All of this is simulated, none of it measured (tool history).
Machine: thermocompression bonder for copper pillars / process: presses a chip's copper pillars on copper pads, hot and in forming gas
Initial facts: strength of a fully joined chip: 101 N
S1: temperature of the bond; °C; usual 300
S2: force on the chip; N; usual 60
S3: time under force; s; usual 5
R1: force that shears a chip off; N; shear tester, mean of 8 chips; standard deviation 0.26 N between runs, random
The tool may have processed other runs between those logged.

run	day	S1	S2	S3	R1
1	0.000	300	60	5	70.0
# day 0.988: forming gas filter changed
2	3.221	300	60	5	70.2
3	6.892	300	60	5	69.8
4	9.342	300	60	5	70.0
5	10.992	300	60	5	69.9
# day 13.046: forming gas filter changed
6	14.408	300	60	5	70.0
7	16.062	300	60	3	60.2
8	18.721	300	60	3	60.5
9	20.804	300	60	3	60.3
10	23.954	300	60	3	60.0
# day 25.021: forming gas filter changed
11	27.083	300	60	3	60.7
12	29.317	279	54	7	61.2
13	32.038	306	45	5	65.0

Expected results for the next run?
# day 33.617: force cell calibrated
14	35.446	307	63	12	?

R1: 87.3 N
On a tool with no hidden condition, and with the same random variation, this run would have come out at R1 88.9 N.
